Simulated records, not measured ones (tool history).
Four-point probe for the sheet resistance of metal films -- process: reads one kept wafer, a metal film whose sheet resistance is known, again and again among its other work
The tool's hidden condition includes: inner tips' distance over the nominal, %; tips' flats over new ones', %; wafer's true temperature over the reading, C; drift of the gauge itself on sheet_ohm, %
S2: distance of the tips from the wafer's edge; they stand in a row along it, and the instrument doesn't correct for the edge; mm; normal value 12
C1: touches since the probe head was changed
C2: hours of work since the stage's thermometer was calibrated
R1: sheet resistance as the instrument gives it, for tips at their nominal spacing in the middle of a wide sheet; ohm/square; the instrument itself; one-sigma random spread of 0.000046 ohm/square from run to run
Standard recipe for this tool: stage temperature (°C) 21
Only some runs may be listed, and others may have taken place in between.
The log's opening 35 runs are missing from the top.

Run 36, day 30.996: usual settings but stage temperature (°C) 24, S2 21 mm; C1 21535; C2 931. Result: R1 0.231785 ohm/square.
Run 37, day 31.767: usual settings but stage temperature (°C) 24, S2 15 mm; C1 22570; C2 944. Result: R1 0.231919 ohm/square.
Run 38, day 32.325: usual settings but stage temperature (°C) 24, S2 15 mm; C1 23314; C2 953. Result: R1 0.231808 ohm/square.
Run 39, day 32.979: usual settings but stage temperature (°C) 33, S2 31 mm; C1 24188; C2 963. Result: R1 0.231192 ohm/square.
Run 40, day 33.571: usual settings but stage temperature (°C) 33, S2 31 mm; C1 24979; C2 973. Result: R1 0.231290 ohm/square.
Run 41, day 34.171: usual settings but stage temperature (°C) 28; C1 25786; C2 983. Result: R1 0.231776 ohm/square.
Run 42, day 34.971: usual settings but stage temperature (°C) 19; C1 26850; C2 995. Result: R1 0.232246 ohm/square.
Run 43, day 35.838: usual settings but stage temperature (°C) 27, S2 60 mm; C1 28012; C2 1009. Result: R1 0.231600 ohm/square.
Run 44, day 37.208: usual settings but S2 22 mm; C1 29845; C2 1032. Result: R1 0.231988 ohm/square.

4 ways to go on from here, each from the tool as it stands after run 44. What would each give?
Run A, day 38.171: usual settings but stage temperature (°C) 33, S2 4 mm; C1 31133; C2 1047. Result: R1 ?.
Run B, day 38.171: usual settings but stage temperature (°C) 24, S2 10 mm; C1 31133; C2 1047. Result: R1 ?.
Run C, day 38.171: usual settings but stage temperature (°C) 32, S2 23 mm; C1 31133; C2 1047. Result: R1 ?.
Run D, day 38.171: usual settings but stage temperature (°C) 31, S2 24 mm; C1 31133; C2 1047. Result: R1 ?.

run        R1
  A  0.234313
  B  0.232102
  C  0.231315
  D  0.231416
Stripped of hidden state, with their random variation kept, the same runs would have yielded:
run        R1
  A  0.234180
  B  0.231970
  C  0.231183
  D  0.231284

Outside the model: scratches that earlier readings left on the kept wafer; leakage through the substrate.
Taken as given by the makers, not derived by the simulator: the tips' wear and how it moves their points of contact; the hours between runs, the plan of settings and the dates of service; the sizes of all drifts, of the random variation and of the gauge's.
